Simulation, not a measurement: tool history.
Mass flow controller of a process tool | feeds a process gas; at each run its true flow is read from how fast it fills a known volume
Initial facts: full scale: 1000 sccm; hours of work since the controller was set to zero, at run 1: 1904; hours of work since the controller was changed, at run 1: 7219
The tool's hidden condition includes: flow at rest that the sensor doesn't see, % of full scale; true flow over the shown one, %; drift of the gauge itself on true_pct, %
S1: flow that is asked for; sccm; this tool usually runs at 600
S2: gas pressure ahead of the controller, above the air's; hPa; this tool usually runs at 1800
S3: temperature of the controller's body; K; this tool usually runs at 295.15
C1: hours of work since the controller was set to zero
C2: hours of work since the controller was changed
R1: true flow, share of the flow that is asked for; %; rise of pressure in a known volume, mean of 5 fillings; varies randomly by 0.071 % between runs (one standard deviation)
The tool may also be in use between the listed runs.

{"run": 1, "hour": 0.0, "S1": 600, "S2": 1800, "S3": 295.15, "C1": 1904, "C2": 7219, "R1": 99.74}
{"run": 2, "hour": 353.3, "S1": 600, "S2": 1800, "S3": 295.15, "C1": 2059, "C2": 7374, "R1": 99.49}
{"run": 3, "hour": 752.3, "S1": 600, "S2": 1800, "S3": 295.15, "C1": 2234, "C2": 7549, "R1": 99.51}
{"run": 4, "hour": 1163.8, "S1": 600, "S2": 1800, "S3": 295.15, "C1": 2415, "C2": 7730, "R1": 99.62}
{"run": 5, "hour": 1396.7, "S1": 600, "S2": 1800, "S3": 295.15, "C1": 2517, "C2": 7832, "R1": 99.74}
{"run": 6, "hour": 1817.4, "S1": 600, "S2": 2180, "S3": 295.15, "C1": 2702, "C2": 8017, "R1": 99.33}
{"run": 7, "hour": 2213.9, "S1": 600, "S2": 2180, "S3": 298.15, "C1": 2876, "C2": 8191, "R1": 99.79}
{"run": 8, "hour": 2522.1, "S1": 600, "S2": 2180, "S3": 298.15, "C1": 3011, "C2": 8326, "R1": 99.73}
{"run": 9, "hour": 2947.9, "S1": 600, "S2": 2180, "S3": 298.15, "C1": 3198, "C2": 8513, "R1": 99.66}
{"run": 10, "hour": 3461.3, "S1": 600, "S2": 2180, "S3": 298.15, "C1": 3423, "C2": 8739, "R1": 99.85}
{"run": 11, "hour": 3764.2, "S1": 600, "S2": 1800, "S3": 295.15, "C1": 3556, "C2": 8872, "R1": 99.61}
{"run": 12, "hour": 4097.9, "S1": 600, "S2": 2300, "S3": 295.15, "C1": 3703, "C2": 9018, "R1": 99.58}
{"hour": 4290.0, "done": "controller exchanged for a calibrated one"}
{"run": 13, "hour": 4458.4, "S1": 600, "S2": 2300, "S3": 295.15, "C1": 74, "C2": 74, "R1": 99.49}
{"run": 14, "hour": 4841.7, "S1": 600, "S2": 2300, "S3": 295.15, "C1": 242, "C2": 242, "R1": 99.42}
{"run": 15, "hour": 5163.5, "S1": 600, "S2": 1800, "S3": 295.15, "C1": 384, "C2": 384, "R1": 99.61}
{"run": 16, "hour": 5539.6, "S1": 600, "S2": 1800, "S3": 295.15, "C1": 549, "C2": 549, "R1": 99.63}
{"run": 17, "hour": 5927.4, "S1": 600, "S2": 1800, "S3": 295.15, "C1": 719, "C2": 719, "R1": 99.7}
{"run": 18, "hour": 6246.3, "S1": 600, "S2": 1800, "S3": 295.15, "C1": 859, "C2": 859, "R1": 99.62}
{"run": 19, "hour": 6746.3, "S1": 600, "S2": 1680, "S3": 295.15, "C1": 1078, "C2": 1078, "R1": 99.71}
{"run": 20, "hour": 7199.1, "S1": 600, "S2": 1800, "S3": 296.15, "C1": 1277, "C2": 1277, "R1": 99.59}
{"run": 21, "hour": 7458.3, "S1": 600, "S2": 1800, "S3": 296.15, "C1": 1391, "C2": 1391, "R1": 99.74}
{"run": 22, "hour": 7970.2, "S1": 509, "S2": 1800, "S3": 295.15, "C1": 1616, "C2": 1616, "R1": 99.55}
{"run": 23, "hour": 8478.5, "S1": 600, "S2": 1820, "S3": 295.15, "C1": 1839, "C2": 1839, "R1": 99.54}
{"run": 24, "hour": 8716.9, "S1": 600, "S2": 1820, "S3": 295.15, "C1": 1944, "C2": 1944, "R1": 99.76}
{"run": 25, "hour": 8990.5, "S1": 600, "S2": 1820, "S3": 295.15, "C1": 2064, "C2": 2064, "R1": 99.57}
{"run": 26, "hour": 9318.0, "S1": 600, "S2": 1820, "S3": 295.15, "C1": 2208, "C2": 2208, "R1": 99.59}
{"run": 27, "hour": 9779.9, "S1": 600, "S2": 1820, "S3": 295.15, "C1": 2410, "C2": 2410, "R1": 99.69}
{"run": 28, "hour": 10012.0, "S1": 464, "S2": 2200, "S3": 299.15, "C1": 2512, "C2": 2512, "R1": 99.8}
{"run": 29, "hour": 10382.8, "S1": 721, "S2": 2510, "S3": 307.15, "C1": 2675, "C2": 2675, "R1": 100.46}
{"run": 30, "hour": 10794.5, "S1": 784, "S2": 1700, "S3": 307.15, "C1": 2856, "C2": 2856, "R1": 100.83}
{"run": 31, "hour": 11158.8, "S1": 303, "S2": 2230, "S3": 299.15, "C1": 3016, "C2": 3016, "R1": 99.68}
{"run": 32, "hour": 11582.6, "S1": 303, "S2": 2230, "S3": 299.15, "C1": 3202, "C2": 3202, "R1": 99.64}
{"run": 33, "hour": 11893.4, "S1": 637, "S2": 2230, "S3": 304.15, "C1": 3338, "C2": 3338, "R1": 100.18}
{"run": 34, "hour": 12123.3, "S1": 637, "S2": 2230, "S3": 304.15, "C1": 3439, "C2": 3439, "R1": 100.13}
{"run": 35, "hour": 12517.4, "S1": 347, "S2": 1860, "S3": 312.15, "C1": 3612, "C2": 3612, "R1": 100.79}
{"run": 36, "hour": 12931.3, "S1": 816, "S2": 1500, "S3": 305.15, "C1": 3794, "C2": 3794, "R1": 100.75}
{"run": 37, "hour": 13279.8, "S1": 787, "S2": 2250, "S3": 294.15, "C1": 3947, "C2": 3947, "R1": 99.56}
{"run": 38, "hour": 13711.5, "S1": 775, "S2": 1540, "S3": 295.15, "C1": 4137, "C2": 4137, "R1": 99.85}
{"run": 39, "hour": 14029.2, "S1": 775, "S2": 1540, "S3": 295.15, "C1": 4276, "C2": 4276, "R1": 99.89}
{"run": 40, "hour": 14494.8, "S1": 600, "S2": 1490, "S3": 295.15, "C1": 4481, "C2": 4481, "R1": 99.78}
{"run": 41, "hour": 14936.6, "S1": 114, "S2": 2180, "S3": 295.15, "C1": 4675, "C2": 4675, "R1": 99.3}
{"run": 42, "hour": 15207.0, "S1": 114, "S2": 2180, "S3": 295.15, "C1": 4793, "C2": 4793, "R1": 99.3}
{"run": 43, "hour": 15682.6, "S1": 636, "S2": 1540, "S3": 305.15, "C1": 5002, "C2": 5002, "R1": 100.64}
{"hour": 15839.7, "done": "controller's zero set anew"}
{"run": 44, "hour": 16086.5, "S1": 636, "S2": 1540, "S3": 305.15, "C1": 108, "C2": 5179, "R1": 100.46}
{"run": 45, "hour": 16545.4, "S1": 600, "S2": 2490, "S3": 298.15, "C1": 310, "C2": 5381, "R1": 99.56}
{"run": 46, "hour": 17061.9, "S1": 150, "S2": 1800, "S3": 295.15, "C1": 537, "C2": 5608, "R1": 99.37}
{"run": 47, "hour": 17475.0, "S1": 600, "S2": 1720, "S3": 294.15, "C1": 718, "C2": 5789, "R1": 99.55}

Take each entry between the runs: how does the hidden state at the last listed run before it differ from the hidden state at the first listed run after it?
Between runs 12 and 13: controller exchanged for a calibrated one (hour 4290.0)
  flow at rest that the sensor doesn't see, % of full scale: 0.005 -> 0; true flow over the shown one, %: -0.01 -> 0
Between runs 43 and 44: controller's zero set anew (hour 15839.7)
  flow at rest that the sensor doesn't see, % of full scale: 0.007 -> 0

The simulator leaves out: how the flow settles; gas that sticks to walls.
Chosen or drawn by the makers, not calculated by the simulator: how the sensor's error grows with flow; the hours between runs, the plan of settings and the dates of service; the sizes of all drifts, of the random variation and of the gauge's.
